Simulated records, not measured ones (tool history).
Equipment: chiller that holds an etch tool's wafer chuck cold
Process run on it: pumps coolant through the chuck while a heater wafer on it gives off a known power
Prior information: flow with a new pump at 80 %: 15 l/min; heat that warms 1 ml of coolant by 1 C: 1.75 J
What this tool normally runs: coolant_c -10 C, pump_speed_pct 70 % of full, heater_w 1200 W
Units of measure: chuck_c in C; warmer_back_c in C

{"run": 1, "hour": 0.0, "coolant_c": -10, "pump_speed_pct": 70, "heater_w": 1200, "chuck_c": 2.5, "warmer_back_c": 3.11}
{"run": 2, "hour": 59.2, "coolant_c": -10, "pump_speed_pct": 70, "heater_w": 1200, "chuck_c": 2.4, "warmer_back_c": 3.16}
{"run": 3, "hour": 97.4, "coolant_c": -10, "pump_speed_pct": 70, "heater_w": 1200, "chuck_c": 2.5, "warmer_back_c": 3.12}
{"run": 4, "hour": 133.2, "coolant_c": -10, "pump_speed_pct": 70, "heater_w": 1200, "chuck_c": 2.6, "warmer_back_c": 3.18}
{"run": 5, "hour": 170.8, "coolant_c": -10, "pump_speed_pct": 70, "heater_w": 1760, "chuck_c": 8.4, "warmer_back_c": 4.66}
{"run": 6, "hour": 204.9, "coolant_c": -16, "pump_speed_pct": 70, "heater_w": 1200, "chuck_c": -3.3, "warmer_back_c": 3.16}
{"run": 7, "hour": 267.2, "coolant_c": -16, "pump_speed_pct": 70, "heater_w": 1200, "chuck_c": -3.2, "warmer_back_c": 3.16}
{"run": 8, "hour": 298.0, "coolant_c": -10, "pump_speed_pct": 96, "heater_w": 1200, "chuck_c": 0.3, "warmer_back_c": 2.36}
{"run": 9, "hour": 335.3, "coolant_c": -10, "pump_speed_pct": 96, "heater_w": 1200, "chuck_c": 0.2, "warmer_back_c": 2.3}
{"run": 10, "hour": 363.8, "coolant_c": -10, "pump_speed_pct": 96, "heater_w": 1200, "chuck_c": 0.3, "warmer_back_c": 2.26}
{"run": 11, "hour": 410.4, "coolant_c": -10, "pump_speed_pct": 66, "heater_w": 1200, "chuck_c": 3.5, "warmer_back_c": 3.38}
{"run": 12, "hour": 447.6, "coolant_c": -10, "pump_speed_pct": 66, "heater_w": 1200, "chuck_c": 3.5, "warmer_back_c": 3.38}
{"run": 13, "hour": 478.3, "coolant_c": -10, "pump_speed_pct": 66, "heater_w": 1200, "chuck_c": 3.6, "warmer_back_c": 3.41}
{"run": 14, "hour": 534.0, "coolant_c": -10, "pump_speed_pct": 66, "heater_w": 1200, "chuck_c": 3.3, "warmer_back_c": 3.41}
{"run": 15, "hour": 560.5, "coolant_c": -10, "pump_speed_pct": 66, "heater_w": 1200, "chuck_c": 3.6, "warmer_back_c": 3.39}
{"run": 16, "hour": 599.7, "coolant_c": -10, "pump_speed_pct": 66, "heater_w": 1200, "chuck_c": 3.6, "warmer_back_c": 3.42}
{"run": 17, "hour": 632.5, "coolant_c": -10, "pump_speed_pct": 73, "heater_w": 1200, "chuck_c": 2.8, "warmer_back_c": 3.06}
{"run": 18, "hour": 662.7, "coolant_c": -10, "pump_speed_pct": 94, "heater_w": 1200, "chuck_c": 0.8, "warmer_back_c": 2.44}
{"run": 19, "hour": 715.1, "coolant_c": -10, "pump_speed_pct": 94, "heater_w": 1200, "chuck_c": 0.7, "warmer_back_c": 2.42}
{"run": 20, "hour": 747.6, "coolant_c": -10, "pump_speed_pct": 94, "heater_w": 1200, "chuck_c": 0.7, "warmer_back_c": 2.38}
{"run": 21, "hour": 778.0, "coolant_c": -10, "pump_speed_pct": 82, "heater_w": 1277, "chuck_c": 2.6, "warmer_back_c": 2.99}
{"run": 22, "hour": 823.6, "coolant_c": -10, "pump_speed_pct": 75, "heater_w": 1398, "chuck_c": 4.7, "warmer_back_c": 3.54}
{"run": 23, "hour": 879.1, "coolant_c": -5, "pump_speed_pct": 63, "heater_w": 1398, "chuck_c": 11.5, "warmer_back_c": 4.12}
{"run": 24, "hour": 906.9, "coolant_c": -5, "pump_speed_pct": 70, "heater_w": 1538, "chuck_c": 11.8, "warmer_back_c": 4.18}
{"hour": 922.8, "done": "coolant changed, channels flushed"}
{"run": 25, "hour": 963.4, "coolant_c": -5, "pump_speed_pct": 70, "heater_w": 1538, "chuck_c": 10.7, "warmer_back_c": 4.15}
{"run": 26, "hour": 1015.6, "coolant_c": -6, "pump_speed_pct": 81, "heater_w": 1497, "chuck_c": 7.9, "warmer_back_c": 3.51}
{"run": 27, "hour": 1069.7, "coolant_c": -6, "pump_speed_pct": 81, "heater_w": 1497, "chuck_c": 7.9, "warmer_back_c": 3.58}
{"run": 28, "hour": 1126.3, "coolant_c": -4, "pump_speed_pct": 81, "heater_w": 606, "chuck_c": 2, "warmer_back_c": 1.42}
{"run": 29, "hour": 1157.6, "coolant_c": -4, "pump_speed_pct": 81, "heater_w": 606, "chuck_c": 2.3, "warmer_back_c": 1.37}
{"run": 30, "hour": 1195.3, "coolant_c": -15, "pump_speed_pct": 70, "heater_w": 1200, "chuck_c": -2.1, "warmer_back_c": 3.25}
{"run": 31, "hour": 1236.9, "coolant_c": -7, "pump_speed_pct": 62, "heater_w": 707, "chuck_c": 1.5, "warmer_back_c": 2.2}
{"run": 32, "hour": 1286.0, "coolant_c": 0, "pump_speed_pct": 64, "heater_w": 1417, "chuck_c": 16, "warmer_back_c": 4.24}

Pick out some run-to-run changes in chuck_c. Of each, how much would a tool without hidden state show as well, from the settings, what came in and chance, and how much is left for the hidden state and any gauge scatter not in both results compared?
Hidden state at play: heat passed by the chuck's channels, % of clean ones'; flow at a given pump speed, % of a new pump's; coolant's true temperature over the reading, C; drift of the gauge itself on chuck_c, C; drift of the gauge itself on warmer_back_c, C.
Run 4 -> 5: heater_w 1200 -> 1760. chuck_c +5.8 C: hidden state +0.4, all else +5.4.
Run 5 -> 6: coolant_c -10 -> -16, heater_w 1760 -> 1200. chuck_c -11.7 C: hidden state -0.3, all else -11.4.
Run 22 -> 23: coolant_c -10 -> -5, pump_speed_pct 75 -> 63. chuck_c +6.8 C: hidden state +0.2, all else +6.6.
Run 24 -> 25: coolant changed, channels flushed. chuck_c -1.1 C: hidden state -1.1, all else +0.
Run 31 -> 32: coolant_c -7 -> 0, pump_speed_pct 62 -> 64, heater_w 707 -> 1417. chuck_c +14.5 C: hidden state +0.4, all else +14.1.
